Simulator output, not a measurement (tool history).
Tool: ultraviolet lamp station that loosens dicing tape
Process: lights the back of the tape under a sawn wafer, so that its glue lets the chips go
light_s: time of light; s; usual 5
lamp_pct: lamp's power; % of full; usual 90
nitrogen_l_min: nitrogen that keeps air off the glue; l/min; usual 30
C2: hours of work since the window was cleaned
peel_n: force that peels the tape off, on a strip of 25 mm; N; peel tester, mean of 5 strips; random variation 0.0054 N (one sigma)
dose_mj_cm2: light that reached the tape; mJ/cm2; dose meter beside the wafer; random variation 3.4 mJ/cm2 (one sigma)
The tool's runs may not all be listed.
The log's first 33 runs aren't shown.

Run 34, day 71.779: usual settings but lamp_pct 84 % of full, nitrogen_l_min 10 l/min; hours of work of the lamp 1335; C2 116. Result: peel_n 0.924 N, dose_mj_cm2 355 mJ/cm2.
Run 35, day 73.875: usual settings but lamp_pct 84 % of full, nitrogen_l_min 10 l/min; hours of work of the lamp 1372; C2 153. Result: peel_n 0.945 N, dose_mj_cm2 353 mJ/cm2.
Run 36, day 75.821: usual settings but lamp_pct 84 % of full, nitrogen_l_min 10 l/min; hours of work of the lamp 1407; C2 188. Result: peel_n 0.995 N, dose_mj_cm2 347 mJ/cm2.
Run 37, day 78.129: usual settings but light_s 4 s, lamp_pct 76 % of full, nitrogen_l_min 28 l/min; hours of work of the lamp 1448; C2 229. Result: peel_n 0.848 N, dose_mj_cm2 243 mJ/cm2.
Run 38, day 79.854: usual settings but light_s 4 s, lamp_pct 76 % of full, nitrogen_l_min 28 l/min; hours of work of the lamp 1479; C2 260. Result: peel_n 0.836 N, dose_mj_cm2 245 mJ/cm2.
Run 39, day 82.533: usual settings but light_s 3 s, lamp_pct 62 % of full, nitrogen_l_min 17 l/min; hours of work of the lamp 1527; C2 307. Result: peel_n 2.57 N, dose_mj_cm2 144 mJ/cm2.
Run 40, day 85.367: usual settings but lamp_pct 62 % of full, nitrogen_l_min 17 l/min; hours of work of the lamp 1577; C2 358. Result: peel_n 1.365 N, dose_mj_cm2 231 mJ/cm2.
Run 41, day 87.908: usual settings but lamp_pct 62 % of full, nitrogen_l_min 17 l/min; hours of work of the lamp 1622; C2 403. Result: peel_n 1.424 N, dose_mj_cm2 225 mJ/cm2.
At day 88.55: lamp changed.
Run 42, day 89.275: usual settings but light_s 8 s, nitrogen_l_min 13 l/min; hours of work of the lamp 13; C2 427. Result: peel_n 0.106 N, dose_mj_cm2 773 mJ/cm2.
Run 43, day 90.579: usual settings but light_s 8 s, nitrogen_l_min 13 l/min; hours of work of the lamp 36; C2 450. Result: peel_n 0.116 N, dose_mj_cm2 766 mJ/cm2.
Run 44, day 93.079: usual settings but light_s 8 s; hours of work of the lamp 81; C2 494. Result: peel_n 0.061 N, dose_mj_cm2 749 mJ/cm2.

Forecast each of these 3 alternatives for the next run:
Run A, day 95.212: usual settings but light_s 2 s, nitrogen_l_min 59 l/min; hours of work of the lamp 119; C2 532. Result: peel_n ?, dose_mj_cm2 ?.
Run B, day 95.212: usual settings but light_s 8 s; hours of work of the lamp 119; C2 532. Result: peel_n ?, dose_mj_cm2 ?.
Run C, day 95.212: usual settings but light_s 4 s, lamp_pct 82 % of full, nitrogen_l_min 43 l/min; hours of work of the lamp 119; C2 532. Result: peel_n ?, dose_mj_cm2 ?.

run  peel_n  dose_mj_cm2
  A   0.806          183
  B   0.062          729
  C   0.261          338
Without the tool's hidden state the same runs would have given:
run  peel_n  dose_mj_cm2
  A   0.536          221
  B   0.057          879
  C   0.156          408
